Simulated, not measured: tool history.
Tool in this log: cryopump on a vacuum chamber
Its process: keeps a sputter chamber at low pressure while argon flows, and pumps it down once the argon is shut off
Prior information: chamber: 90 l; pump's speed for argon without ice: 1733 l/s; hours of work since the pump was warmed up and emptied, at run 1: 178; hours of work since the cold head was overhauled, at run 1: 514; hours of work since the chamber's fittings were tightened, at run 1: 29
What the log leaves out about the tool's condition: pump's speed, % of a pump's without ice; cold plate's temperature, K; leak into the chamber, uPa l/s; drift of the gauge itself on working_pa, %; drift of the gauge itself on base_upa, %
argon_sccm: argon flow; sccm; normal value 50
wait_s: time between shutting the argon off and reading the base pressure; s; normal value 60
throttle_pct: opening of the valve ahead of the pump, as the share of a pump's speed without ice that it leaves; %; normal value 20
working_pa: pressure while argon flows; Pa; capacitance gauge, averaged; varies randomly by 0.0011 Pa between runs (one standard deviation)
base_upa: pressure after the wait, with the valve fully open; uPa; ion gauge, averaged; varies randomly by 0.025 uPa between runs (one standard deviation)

run,hour,argon_sccm,wait_s,throttle_pct,hours of work since the pump was warmed up and emptied,hours of work since the cold head was overhauled,hours of work since the chamber's fittings were tightened,working_pa,base_upa
1,0,50,60,20,178,514,29,0.2483,1.1
2,13.2,50,60,39,184,520,36,0.1288,1.18
3,33.6,50,60,39,193,529,45,0.1297,1.16
4,53.1,26,60,20,203,539,54,0.13,1.13
5,73.8,26,60,20,212,548,64,0.1302,1.2
6,92,26,60,20,221,557,72,0.1287,1.19
7,110.6,26,60,20,229,565,81,0.1294,1.2
8,123.5,26,60,20,235,572,87,0.1302,1.22
9,145.4,50,60,36,246,582,97,0.1422,1.2
10,160.7,50,60,36,253,589,105,0.1417,1.19
11,177.9,50,60,23,261,597,113,0.2173,1.27
12,197.7,50,60,20,270,606,122,0.2517,1.29
13,216.3,50,60,20,279,615,131,0.2513,1.33
14,234.3,50,60,20,287,623,139,0.2528,1.24
15,253.8,50,242,20,296,632,148,0.2524,0.69
16,272.5,50,242,20,305,641,157,0.2525,0.66
17,289.9,50,60,20,313,649,165,0.2526,1.33
18,308,89,60,24,322,658,174,0.3762,1.36
19,332.1,89,60,24,333,669,185,0.3783,1.31
# hour 340.7: pump warmed up, emptied and cooled again
20,349.3,89,60,24,4,675,191,0.3607,1.29
21,373.3,46,199,24,15,686,202,0.186,0.69
22,397.7,46,199,24,27,698,213,0.1887,0.71
23,413.5,33,22,20,34,705,221,0.1614,2.74
24,431.3,33,22,20,42,713,229,0.1617,2.74
25,458.8,33,22,20,55,726,242,0.1616,2.86
26,477.9,34,60,18,64,735,251,0.1853,1.36
27,503.1,90,42,18,76,747,263,0.4932,1.75
28,519.1,72,48,20,83,754,270,0.356,1.58
29,541.6,49,60,37,94,765,281,0.1316,1.43
30,560.1,49,63,37,103,774,289,0.1328,1.36
31,579.7,49,63,37,112,783,298,0.1327,1.39
32,596.3,89,50,54,120,790,306,0.1665,1.58
33,609.7,84,81,57,126,797,312,0.1504,1.27

Branching from run 33: 5 alternative next runs. What would each branch give?
A,627.3,75,84,51,134,805,321,?,?
B,627.3,45,60,42,134,805,321,?,?
C,627.3,50,149,57,134,805,321,?,?
D,627.3,84,86,57,134,805,321,?,?
E,627.3,92,60,21,134,805,321,?,?

run,working_pa,base_upa
A,0.1483,1.25
B,0.1075,1.45
C,0.0896,0.92
D,0.1496,1.19
E,0.4393,1.45
Without the tool's hidden state the same runs would have given:
run,working_pa,base_upa
A,0.1422,0.82
B,0.1039,1.02
C,0.0856,0.49
D,0.1428,0.77
E,0.4317,1.03
